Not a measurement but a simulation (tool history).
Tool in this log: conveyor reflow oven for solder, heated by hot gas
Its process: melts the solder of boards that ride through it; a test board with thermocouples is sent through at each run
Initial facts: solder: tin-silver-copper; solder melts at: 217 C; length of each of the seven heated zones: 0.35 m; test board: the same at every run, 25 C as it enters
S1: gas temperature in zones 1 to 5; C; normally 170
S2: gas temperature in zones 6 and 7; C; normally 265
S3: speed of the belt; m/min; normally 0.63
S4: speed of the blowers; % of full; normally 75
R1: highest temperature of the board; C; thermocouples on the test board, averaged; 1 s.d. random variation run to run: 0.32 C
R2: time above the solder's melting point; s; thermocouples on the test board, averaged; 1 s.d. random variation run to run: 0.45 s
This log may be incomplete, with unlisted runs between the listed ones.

{"run": 1, "hour": 0.0, "S1": 170, "S2": 265, "S3": 0.63, "S4": 75, "R1": 250.7, "R2": 48.2}
{"run": 2, "hour": 11.8, "S1": 164, "S2": 265, "S3": 0.63, "S4": 75, "R1": 249.9, "R2": 46.2}
{"run": 3, "hour": 17.8, "S1": 164, "S2": 265, "S3": 0.63, "S4": 75, "R1": 250, "R2": 45.8}
{"run": 4, "hour": 26.8, "S1": 164, "S2": 265, "S3": 0.63, "S4": 75, "R1": 249.6, "R2": 45.8}
{"run": 5, "hour": 39.2, "S1": 164, "S2": 265, "S3": 0.63, "S4": 75, "R1": 249.6, "R2": 46.2}
{"run": 6, "hour": 51.0, "S1": 170, "S2": 265, "S3": 0.63, "S4": 75, "R1": 250.2, "R2": 48.2}
{"run": 7, "hour": 56.4, "S1": 170, "S2": 265, "S3": 0.63, "S4": 75, "R1": 249.8, "R2": 47.8}
{"run": 8, "hour": 65.3, "S1": 170, "S2": 265, "S3": 0.63, "S4": 75, "R1": 250.9, "R2": 47.4}
{"run": 9, "hour": 74.7, "S1": 170, "S2": 265, "S3": 0.63, "S4": 75, "R1": 250.6, "R2": 48.7}
{"run": 10, "hour": 81.3, "S1": 170, "S2": 279, "S3": 0.63, "S4": 75, "R1": 262.4, "R2": 54.9}
{"run": 11, "hour": 86.6, "S1": 170, "S2": 279, "S3": 0.63, "S4": 75, "R1": 262.9, "R2": 55.5}
{"run": 12, "hour": 97.1, "S1": 170, "S2": 265, "S3": 0.63, "S4": 75, "R1": 250.3, "R2": 48.7}
{"run": 13, "hour": 104.1, "S1": 170, "S2": 265, "S3": 0.63, "S4": 75, "R1": 250, "R2": 47.8}
{"run": 14, "hour": 115.7, "S1": 170, "S2": 265, "S3": 0.63, "S4": 75, "R1": 250.4, "R2": 48.8}
{"run": 15, "hour": 128.0, "S1": 170, "S2": 265, "S3": 0.63, "S4": 75, "R1": 250.4, "R2": 47.9}
{"run": 16, "hour": 133.5, "S1": 170, "S2": 265, "S3": 0.63, "S4": 75, "R1": 250.4, "R2": 47.4}
{"run": 17, "hour": 142.1, "S1": 170, "S2": 255, "S3": 0.721, "S4": 79, "R1": 238, "R2": 32.1}
{"run": 18, "hour": 148.1, "S1": 164, "S2": 263, "S3": 0.721, "S4": 79, "R1": 243.6, "R2": 35}
{"run": 19, "hour": 154.0, "S1": 163, "S2": 266, "S3": 0.538, "S4": 75, "R1": 255.1, "R2": 59.3}
{"run": 20, "hour": 162.4, "S1": 170, "S2": 253, "S3": 0.572, "S4": 75, "R1": 242.4, "R2": 47.8}
{"run": 21, "hour": 172.5, "S1": 170, "S2": 253, "S3": 0.572, "S4": 75, "R1": 242.5, "R2": 47.8}
{"run": 22, "hour": 183.8, "S1": 161, "S2": 257, "S3": 0.63, "S4": 81, "R1": 242.2, "R2": 39.9}
{"run": 23, "hour": 189.1, "S1": 179, "S2": 276, "S3": 0.624, "S4": 52, "R1": 257.3, "R2": 55.4}
{"run": 24, "hour": 199.7, "S1": 179, "S2": 268, "S3": 0.624, "S4": 79, "R1": 255, "R2": 54.4}
{"run": 25, "hour": 205.3, "S1": 158, "S2": 277, "S3": 0.523, "S4": 79, "R1": 265.4, "R2": 66.2}
{"run": 26, "hour": 212.0, "S1": 170, "S2": 265, "S3": 0.743, "S4": 80, "R1": 245.9, "R2": 36.1}
{"run": 27, "hour": 223.6, "S1": 184, "S2": 265, "S3": 0.702, "S4": 75, "R1": 249.4, "R2": 45.8}
{"run": 28, "hour": 235.8, "S1": 170, "S2": 265, "S3": 0.63, "S4": 86, "R1": 252.3, "R2": 49.8}
{"run": 29, "hour": 241.8, "S1": 170, "S2": 265, "S3": 0.63, "S4": 86, "R1": 251.8, "R2": 49.6}
{"run": 30, "hour": 253.7, "S1": 170, "S2": 265, "S3": 0.63, "S4": 86, "R1": 252.2, "R2": 49.5}
{"hour": 259.6, "done": "flux residue cleaned out of gas plates and filters"}
{"run": 31, "hour": 268.2, "S1": 170, "S2": 265, "S3": 0.63, "S4": 56, "R1": 248.7, "R2": 47.1}

Some steps in R1 between neighbouring runs. How much of each would the tool show without its hidden state too (settings, what came in, random variation), and how much is left for the hidden state, with any gauge scatter that isn't in both results?
Unlogged tool condition in this case: heat that the gas passes to the board, % of a clean oven's; belt's true speed, % of the reading; true gas temperature in zones 6 and 7 over the reading, C; drift of the gauge itself on peak_c, C; drift of the gauge itself on liquid_s, %.
Run 18 -> 19: S1 164 -> 163, S2 263 -> 266, S3 0.721 -> 0.538, S4 79 -> 75. R1 +11.5 C: hidden state +0.9, all else +10.6.
Run 19 -> 20: S1 163 -> 170, S2 266 -> 253, S3 0.538 -> 0.572. R1 -12.7 C: hidden state +0.1, all else -12.8.
Run 22 -> 23: S1 161 -> 179, S2 257 -> 276, S3 0.63 -> 0.624, S4 81 -> 52. R1 +15.1 C: hidden state +0.5, all else +14.6.
Run 25 -> 26: S1 158 -> 170, S2 277 -> 265, S3 0.523 -> 0.743, S4 79 -> 80. R1 -19.5 C: hidden state -0.8, all else -18.7.
Run 30 -> 31: S4 86 -> 56, flux residue cleaned out of gas plates and filters. R1 -3.5 C: hidden state +2.5, all else -6.
